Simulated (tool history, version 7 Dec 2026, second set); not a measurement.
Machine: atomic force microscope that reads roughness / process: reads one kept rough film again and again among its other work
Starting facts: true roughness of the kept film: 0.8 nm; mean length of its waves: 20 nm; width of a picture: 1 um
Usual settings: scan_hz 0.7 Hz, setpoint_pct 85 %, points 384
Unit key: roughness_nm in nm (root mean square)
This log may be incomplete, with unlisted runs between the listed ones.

{"run": 1, "hour": 0.0, "scan_hz": 0.7, "setpoint_pct": 85, "points": 384, "roughness_nm": 0.729}
{"run": 2, "hour": 41.2, "scan_hz": 0.7, "setpoint_pct": 85, "points": 271, "roughness_nm": 0.697}
{"run": 3, "hour": 87.7, "scan_hz": 0.7, "setpoint_pct": 66, "points": 384, "roughness_nm": 0.704}
{"run": 4, "hour": 134.0, "scan_hz": 0.7, "setpoint_pct": 66, "points": 384, "roughness_nm": 0.693}
{"run": 5, "hour": 169.6, "scan_hz": 0.7, "setpoint_pct": 66, "points": 384, "roughness_nm": 0.681}
{"run": 6, "hour": 210.5, "scan_hz": 0.7, "setpoint_pct": 85, "points": 263, "roughness_nm": 0.645}
{"run": 7, "hour": 255.6, "scan_hz": 0.7, "setpoint_pct": 85, "points": 384, "roughness_nm": 0.646}
{"hour": 290.1, "done": "new tip fitted"}
{"run": 8, "hour": 298.4, "scan_hz": 0.7, "setpoint_pct": 85, "points": 384, "roughness_nm": 0.734}
{"run": 9, "hour": 332.2, "scan_hz": 0.7, "setpoint_pct": 85, "points": 384, "roughness_nm": 0.714}
{"run": 10, "hour": 379.9, "scan_hz": 0.7, "setpoint_pct": 85, "points": 384, "roughness_nm": 0.699}
{"run": 11, "hour": 411.0, "scan_hz": 0.7, "setpoint_pct": 85, "points": 384, "roughness_nm": 0.698}
{"run": 12, "hour": 436.5, "scan_hz": 0.7, "setpoint_pct": 85, "points": 384, "roughness_nm": 0.686}
{"run": 13, "hour": 467.2, "scan_hz": 1.56, "setpoint_pct": 85, "points": 384, "roughness_nm": 0.658}
{"run": 14, "hour": 496.2, "scan_hz": 0.722, "setpoint_pct": 88, "points": 446, "roughness_nm": 0.662}
{"run": 15, "hour": 549.6, "scan_hz": 0.7, "setpoint_pct": 65, "points": 293, "roughness_nm": 0.653}
{"hour": 580.8, "done": "new tip fitted"}
{"run": 16, "hour": 592.4, "scan_hz": 0.7, "setpoint_pct": 61, "points": 384, "roughness_nm": 0.733}
{"run": 17, "hour": 640.3, "scan_hz": 2.177, "setpoint_pct": 62, "points": 405, "roughness_nm": 0.711}
{"run": 18, "hour": 692.4, "scan_hz": 2.177, "setpoint_pct": 62, "points": 405, "roughness_nm": 0.69}
{"run": 19, "hour": 715.7, "scan_hz": 2.177, "setpoint_pct": 62, "points": 405, "roughness_nm": 0.686}
{"run": 20, "hour": 741.1, "scan_hz": 0.7, "setpoint_pct": 85, "points": 267, "roughness_nm": 0.668}
{"run": 21, "hour": 792.2, "scan_hz": 2.466, "setpoint_pct": 82, "points": 384, "roughness_nm": 0.62}
{"run": 22, "hour": 828.2, "scan_hz": 2.466, "setpoint_pct": 56, "points": 384, "roughness_nm": 0.67}
{"hour": 869.8, "done": "new tip fitted"}
{"run": 23, "hour": 880.0, "scan_hz": 2.466, "setpoint_pct": 82, "points": 722, "roughness_nm": 0.686}
{"run": 24, "hour": 923.7, "scan_hz": 2.238, "setpoint_pct": 61, "points": 806, "roughness_nm": 0.711}
{"run": 25, "hour": 954.3, "scan_hz": 0.7, "setpoint_pct": 78, "points": 505, "roughness_nm": 0.709}
{"run": 26, "hour": 991.1, "scan_hz": 1.124, "setpoint_pct": 85, "points": 384, "roughness_nm": 0.675}

Each row is a separate what-if for the run after 26, all from the same tool condition, not one after another. Results?
{"run": "A", "hour": 1029.7, "scan_hz": 0.587, "setpoint_pct": 86, "points": 580, "roughness_nm": "?"}
{"run": "B", "hour": 1029.7, "scan_hz": 2.169, "setpoint_pct": 85, "points": 354, "roughness_nm": "?"}
{"run": "C", "hour": 1029.7, "scan_hz": 0.815, "setpoint_pct": 66, "points": 725, "roughness_nm": "?"}

run=A roughness_nm=0.683
run=B roughness_nm=0.635
run=C roughness_nm=0.696
The same runs, with their run-to-run variation unchanged, on a tool lacking any hidden condition would have given:
run=A roughness_nm=0.743
run=B roughness_nm=0.69
run=C roughness_nm=0.757
